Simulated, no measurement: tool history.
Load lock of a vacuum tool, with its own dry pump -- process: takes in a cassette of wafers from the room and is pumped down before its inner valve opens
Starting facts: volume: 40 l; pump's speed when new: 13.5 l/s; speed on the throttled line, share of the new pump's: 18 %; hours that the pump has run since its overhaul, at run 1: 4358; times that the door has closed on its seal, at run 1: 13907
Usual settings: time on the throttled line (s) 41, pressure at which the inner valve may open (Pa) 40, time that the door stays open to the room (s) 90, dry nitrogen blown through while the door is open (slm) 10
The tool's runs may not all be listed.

run	hour	time on the throttled line (s)	pressure at which the inner valve may open (Pa)	time that the door stays open to the room (s)	dry nitrogen blown through while the door is open (slm)	hours that the pump has run since its overhaul	times that the door has closed on its seal	incoming humidity of the room's air, %	time from the closed door until the inner valve may open (s)	rise of the pressure with all valves shut (Pa/min)
1	0	41	40	90	10	4358	13907	47.8	58.1	0.178
2	438.2	41	40	90	10	4796	15509	46.9	58.1	0.192
3	728	41	40	90	10	5086	16569	39.6	57.9	0.191
4	988.9	41	40	90	10	5347	17523	44.1	58.5	0.22
5	1203.5	41	40	90	10	5561	18307	40.9	58.4	0.223
6	1574.7	41	40	90	29	5932	19665	46.8	57.9	0.221
7	1890.6	41	40	90	29	6248	20820	44.8	59.1	0.231
8	2252.8	41	40	90	10	6610	22144	47.7	59.5	0.286
9	2524.6	41	40	90	10	6882	23139	43.6	59.1	0.289
10	2767.9	41	40	90	10	7125	24028	47	59.4	0.305
11	3185.3	41	40	90	10	7543	25554	44.5	60.6	0.329
12	3436	41	40	90	10	7794	26471	40.2	59.3	0.34
13	3703.6	23	40	90	10	8061	27450	46.6	45.7	0.366
14	3907.6	23	40	90	10	8265	28196	48.7	45.8	0.368
15	4162.7	23	40	90	10	8520	29129	44.6	45.4	0.396
16	4446.6	23	36	90	10	8804	30167	45.4	46.1	0.412
17	4632.9	23	36	90	10	8991	30848	43.1	46.1	0.425
18	5061.4	23	36	90	10	9419	32415	45.9	46.8	0.457
19	5356.3	23	36	90	10	9714	33493	44.9	46.4	0.473
20	5676.7	76	72	47	33	10034	34665	45.6	85.8	0.452
21	5876.8	76	72	121	7	10234	35397	45.4	86.5	0.533
22	6262.8	72	72	95	22	10620	36808	45.6	83.6	0.528
23	6591.3	41	31	90	10	10949	38009	44.3	61.8	0.572
# hour 6664.7: dry pump taken out, an overhauled one fitted
24	6919	41	31	90	10	254	39186	44.9	57.4	0.592

Run 25 comes next. What will it give?
25	7190.5	55	40	90	10	526	40179	45.5	?	?

Run 25 came out at time from the closed door until the inner valve may open (s) 68.3, rise of the pressure with all valves shut (Pa/min) 0.626.
Were there no unlogged condition in the tool, this run, its random variation unchanged, would have produced time from the closed door until the inner valve may open (s) 68.3, rise of the pressure with all valves shut (Pa/min) 0.083.

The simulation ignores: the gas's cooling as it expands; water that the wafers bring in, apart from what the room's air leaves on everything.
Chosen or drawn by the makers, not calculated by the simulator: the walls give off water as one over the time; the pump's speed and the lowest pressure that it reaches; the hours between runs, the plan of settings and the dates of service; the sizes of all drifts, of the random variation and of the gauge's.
